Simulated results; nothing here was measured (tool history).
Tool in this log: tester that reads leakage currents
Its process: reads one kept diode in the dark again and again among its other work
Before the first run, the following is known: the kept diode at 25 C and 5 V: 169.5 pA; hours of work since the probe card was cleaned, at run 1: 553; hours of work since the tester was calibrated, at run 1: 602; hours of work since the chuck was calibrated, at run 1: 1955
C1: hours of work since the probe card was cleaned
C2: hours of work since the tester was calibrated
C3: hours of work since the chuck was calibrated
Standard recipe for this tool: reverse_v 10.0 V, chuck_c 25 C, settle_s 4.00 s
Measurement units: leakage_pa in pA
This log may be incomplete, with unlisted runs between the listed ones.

{"run": 1, "day": 0.0, "reverse_v": 10.0, "chuck_c": 25, "settle_s": 4.0, "C1": 553, "C2": 602, "C3": 1955, "leakage_pa": 237.54}
{"run": 2, "day": 0.933, "reverse_v": 10.0, "chuck_c": 25, "settle_s": 4.0, "C1": 565, "C2": 614, "C3": 1967, "leakage_pa": 237.92}
{"run": 3, "day": 2.108, "reverse_v": 10.0, "chuck_c": 25, "settle_s": 4.0, "C1": 580, "C2": 629, "C3": 1982, "leakage_pa": 238.31}
{"run": 4, "day": 3.112, "reverse_v": 10.0, "chuck_c": 25, "settle_s": 4.0, "C1": 593, "C2": 642, "C3": 1994, "leakage_pa": 237.28}
{"run": 5, "day": 4.479, "reverse_v": 10.0, "chuck_c": 25, "settle_s": 4.0, "C1": 610, "C2": 659, "C3": 2012, "leakage_pa": 238.75}
{"run": 6, "day": 5.225, "reverse_v": 10.0, "chuck_c": 25, "settle_s": 4.0, "C1": 620, "C2": 669, "C3": 2021, "leakage_pa": 238.62}
{"run": 7, "day": 5.842, "reverse_v": 10.0, "chuck_c": 25, "settle_s": 4.0, "C1": 628, "C2": 677, "C3": 2029, "leakage_pa": 238.71}
{"run": 8, "day": 7.008, "reverse_v": 10.0, "chuck_c": 25, "settle_s": 0.79, "C1": 643, "C2": 692, "C3": 2044, "leakage_pa": 240.05}
{"run": 9, "day": 7.812, "reverse_v": 10.0, "chuck_c": 25, "settle_s": 4.0, "C1": 653, "C2": 702, "C3": 2055, "leakage_pa": 238.84}
{"run": 10, "day": 9.067, "reverse_v": 2.6, "chuck_c": 25, "settle_s": 4.0, "C1": 669, "C2": 718, "C3": 2071, "leakage_pa": 124.39}
{"run": 11, "day": 10.196, "reverse_v": 2.6, "chuck_c": 25, "settle_s": 4.0, "C1": 683, "C2": 733, "C3": 2085, "leakage_pa": 123.6}
{"run": 12, "day": 11.333, "reverse_v": 3.4, "chuck_c": 25, "settle_s": 4.0, "C1": 698, "C2": 747, "C3": 2100, "leakage_pa": 141.59}
{"run": 13, "day": 12.671, "reverse_v": 10.0, "chuck_c": 25, "settle_s": 4.0, "C1": 715, "C2": 764, "C3": 2117, "leakage_pa": 237.57}
{"run": 14, "day": 13.667, "reverse_v": 10.0, "chuck_c": 25, "settle_s": 4.0, "C1": 728, "C2": 777, "C3": 2130, "leakage_pa": 238.63}
{"run": 15, "day": 14.446, "reverse_v": 10.0, "chuck_c": 25, "settle_s": 4.21, "C1": 738, "C2": 787, "C3": 2140, "leakage_pa": 239.36}
{"run": 16, "day": 15.729, "reverse_v": 10.0, "chuck_c": 25, "settle_s": 4.21, "C1": 754, "C2": 803, "C3": 2156, "leakage_pa": 238.45}
{"run": 17, "day": 16.567, "reverse_v": 10.0, "chuck_c": 25, "settle_s": 4.21, "C1": 765, "C2": 814, "C3": 2167, "leakage_pa": 237.84}
{"day": 17.017, "done": "chuck's temperature calibrated"}
{"run": 18, "day": 17.892, "reverse_v": 10.0, "chuck_c": 46, "settle_s": 4.0, "C1": 781, "C2": 830, "C3": 11, "leakage_pa": 1392.86}
{"run": 19, "day": 19.033, "reverse_v": 10.0, "chuck_c": 46, "settle_s": 4.0, "C1": 795, "C2": 845, "C3": 26, "leakage_pa": 1391.83}
{"run": 20, "day": 19.954, "reverse_v": 4.8, "chuck_c": 46, "settle_s": 4.0, "C1": 807, "C2": 856, "C3": 38, "leakage_pa": 978.94}
{"run": 21, "day": 21.212, "reverse_v": 1.2, "chuck_c": 47, "settle_s": 0.75, "C1": 823, "C2": 873, "C3": 54, "leakage_pa": 539.61}
{"run": 22, "day": 22.233, "reverse_v": 1.2, "chuck_c": 47, "settle_s": 0.75, "C1": 836, "C2": 886, "C3": 67, "leakage_pa": 539.07}
{"run": 23, "day": 23.612, "reverse_v": 1.2, "chuck_c": 47, "settle_s": 0.75, "C1": 854, "C2": 903, "C3": 84, "leakage_pa": 538.5}
{"run": 24, "day": 24.442, "reverse_v": 1.1, "chuck_c": 54, "settle_s": 4.0, "C1": 865, "C2": 914, "C3": 95, "leakage_pa": 884.87}
{"run": 25, "day": 25.492, "reverse_v": 4.3, "chuck_c": 23, "settle_s": 7.47, "C1": 878, "C2": 927, "C3": 109, "leakage_pa": 131.41}
{"run": 26, "day": 26.633, "reverse_v": 10.5, "chuck_c": 25, "settle_s": 9.92, "C1": 893, "C2": 942, "C3": 123, "leakage_pa": 243.88}
{"run": 27, "day": 27.629, "reverse_v": 10.5, "chuck_c": 21, "settle_s": 5.04, "C1": 906, "C2": 955, "C3": 136, "leakage_pa": 169.06}
{"run": 28, "day": 28.567, "reverse_v": 10.5, "chuck_c": 21, "settle_s": 5.04, "C1": 918, "C2": 967, "C3": 148, "leakage_pa": 169.0}
{"run": 29, "day": 29.383, "reverse_v": 10.0, "chuck_c": 25, "settle_s": 8.18, "C1": 928, "C2": 977, "C3": 158, "leakage_pa": 237.15}
{"run": 30, "day": 30.75, "reverse_v": 10.0, "chuck_c": 25, "settle_s": 8.18, "C1": 946, "C2": 995, "C3": 176, "leakage_pa": 237.85}
{"run": 31, "day": 31.696, "reverse_v": 10.0, "chuck_c": 51, "settle_s": 4.0, "C1": 958, "C2": 1007, "C3": 188, "leakage_pa": 2054.08}
{"run": 32, "day": 32.742, "reverse_v": 10.0, "chuck_c": 51, "settle_s": 4.0, "C1": 971, "C2": 1020, "C3": 201, "leakage_pa": 2056.28}
{"run": 33, "day": 33.842, "reverse_v": 1.3, "chuck_c": 25, "settle_s": 2.58, "C1": 985, "C2": 1034, "C3": 215, "leakage_pa": 89.09}
{"run": 34, "day": 34.892, "reverse_v": 7.2, "chuck_c": 23, "settle_s": 4.14, "C1": 999, "C2": 1048, "C3": 229, "leakage_pa": 169.6}
{"run": 35, "day": 36.046, "reverse_v": 13.8, "chuck_c": 30, "settle_s": 3.07, "C1": 1013, "C2": 1062, "C3": 244, "leakage_pa": 431.08}
{"run": 36, "day": 37.396, "reverse_v": 13.8, "chuck_c": 30, "settle_s": 3.07, "C1": 1031, "C2": 1080, "C3": 261, "leakage_pa": 432.94}
{"run": 37, "day": 38.558, "reverse_v": 10.0, "chuck_c": 57, "settle_s": 4.0, "C1": 1045, "C2": 1095, "C3": 276, "leakage_pa": 3230.81}

Run 38 has not been measured yet. What should we expect?
{"run": 38, "day": 39.442, "reverse_v": 10.0, "chuck_c": 57, "settle_s": 4.0, "C1": 1057, "C2": 1106, "C3": 287, "leakage_pa": "?"}

{"run 38": {"leakage_pa": 3213.98}}
Without the tool's hidden state the same run would have given leakage_pa 3213.88 pA.

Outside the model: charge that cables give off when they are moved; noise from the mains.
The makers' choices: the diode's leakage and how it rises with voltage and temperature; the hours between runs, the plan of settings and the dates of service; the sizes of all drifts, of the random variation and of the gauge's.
